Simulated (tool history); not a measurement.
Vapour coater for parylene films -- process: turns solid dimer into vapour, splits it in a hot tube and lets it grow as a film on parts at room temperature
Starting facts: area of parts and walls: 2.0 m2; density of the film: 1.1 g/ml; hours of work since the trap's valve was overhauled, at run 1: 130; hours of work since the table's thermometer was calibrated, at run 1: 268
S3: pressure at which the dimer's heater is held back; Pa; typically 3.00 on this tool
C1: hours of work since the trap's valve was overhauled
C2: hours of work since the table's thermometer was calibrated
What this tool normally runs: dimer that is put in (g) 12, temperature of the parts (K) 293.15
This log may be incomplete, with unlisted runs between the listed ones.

Run 1, day 0.000: usual settings; C1 130; C2 268. Result: thickness of the film (µm) 3.28.
Run 2, day 0.308: usual settings; C1 133; C2 272. Result: thickness of the film (µm) 3.27.
Run 3, day 0.871: usual settings; C1 140; C2 279. Result: thickness of the film (µm) 3.24.
Run 4, day 1.221: usual settings but S3 7.65 Pa; C1 145; C2 283. Result: thickness of the film (µm) 2.88.
Run 5, day 1.575: usual settings but S3 7.65 Pa; C1 149; C2 287. Result: thickness of the film (µm) 2.88.
Run 6, day 1.950: usual settings but S3 7.65 Pa; C1 153; C2 292. Result: thickness of the film (µm) 2.87.
Run 7, day 2.312: usual settings but dimer that is put in (g) 7; C1 158; C2 296. Result: thickness of the film (µm) 1.88.
Run 8, day 2.792: usual settings but dimer that is put in (g) 7; C1 164; C2 302. Result: thickness of the film (µm) 1.87.
Run 9, day 3.154: usual settings but dimer that is put in (g) 7; C1 168; C2 306. Result: thickness of the film (µm) 1.91.
Run 10, day 3.538: usual settings but dimer that is put in (g) 7; C1 173; C2 311. Result: thickness of the film (µm) 1.85.
Run 11, day 3.858: usual settings but dimer that is put in (g) 7; C1 177; C2 315. Result: thickness of the film (µm) 1.92.
Run 12, day 4.204: usual settings but dimer that is put in (g) 7; C1 181; C2 319. Result: thickness of the film (µm) 1.88.
Run 13, day 4.862: usual settings but dimer that is put in (g) 8, temperature of the parts (K) 295.15, S3 3.58 Pa; C1 189; C2 327. Result: thickness of the film (µm) 2.01.

Run 14 is up next; what results do you expect?
Run 14, day 5.421: usual settings but S3 8.99 Pa; C1 196; C2 334. Result: thickness of the film (µm) ?.

thickness of the film (µm): 2.77
Minus the tool's unlogged condition, the same run would have read thickness of the film (µm) 2.94.
